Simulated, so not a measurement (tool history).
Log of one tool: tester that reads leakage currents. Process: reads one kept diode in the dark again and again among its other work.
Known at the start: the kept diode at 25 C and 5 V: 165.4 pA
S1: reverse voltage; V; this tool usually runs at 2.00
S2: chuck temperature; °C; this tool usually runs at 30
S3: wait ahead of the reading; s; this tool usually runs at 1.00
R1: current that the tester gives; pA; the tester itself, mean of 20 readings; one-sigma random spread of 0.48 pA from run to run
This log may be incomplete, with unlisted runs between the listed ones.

Run 1, hour 0.0: usual settings. Result: R1 150.48 pA.
Run 2, hour 64.8: usual settings. Result: R1 150.26 pA.
Run 3, hour 165.1: usual settings. Result: R1 148.86 pA.
Run 4, hour 303.4: usual settings but S1 1.81 V. Result: R1 141.68 pA.
Run 5, hour 424.3: usual settings. Result: R1 148.72 pA.
At hour 454.2: chuck's temperature calibrated.
Run 6, hour 525.7: usual settings but S1 5.97 V. Result: R1 268.17 pA.
Run 7, hour 641.2: usual settings. Result: R1 157.06 pA.
Run 8, hour 768.8: usual settings. Result: R1 156.61 pA.
Run 9, hour 900.7: usual settings but S1 2.41 V, S2 23 °C, S3 0.94 s. Result: R1 99.60 pA.
Run 10, hour 996.7: usual settings but S3 5.42 s. Result: R1 154.53 pA.
Run 11, hour 1092.0: usual settings but S3 5.42 s. Result: R1 153.50 pA.
Run 12, hour 1160.9: usual settings but S2 37 °C, S3 9.47 s. Result: R1 257.69 pA.
Run 13, hour 1258.6: usual settings but S1 3.95 V, S3 6.84 s. Result: R1 212.84 pA.

Consider 5 possible next runs. They are alternatives, not a sequence: every one starts from the tool as it was left by run 13. What does each give?
Run A, hour 1331.6: usual settings but S2 45 °C, S3 0.39 s. Result: R1 ?.
Run B, hour 1331.6: usual settings but S1 3.95 V, S3 8.42 s. Result: R1 ?.
Run C, hour 1331.6: usual settings but S1 11.65 V, S2 36 °C, S3 4.86 s. Result: R1 ?.
Run D, hour 1331.6: usual settings but S1 1.26 V, S2 40 °C, S3 0.48 s. Result: R1 ?.
Run E, hour 1331.6: usual settings but S1 1.53 V, S2 21 °C, S3 1.23 s. Result: R1 ?.

run      R1
  A  451.06
  B  211.78
  C  555.60
  D  254.64
  E   66.82
Without the tool's unlogged condition, the same runs would have read:
run      R1
  A  465.21
  B  217.72
  C  569.47
  D  262.91
  E   68.72

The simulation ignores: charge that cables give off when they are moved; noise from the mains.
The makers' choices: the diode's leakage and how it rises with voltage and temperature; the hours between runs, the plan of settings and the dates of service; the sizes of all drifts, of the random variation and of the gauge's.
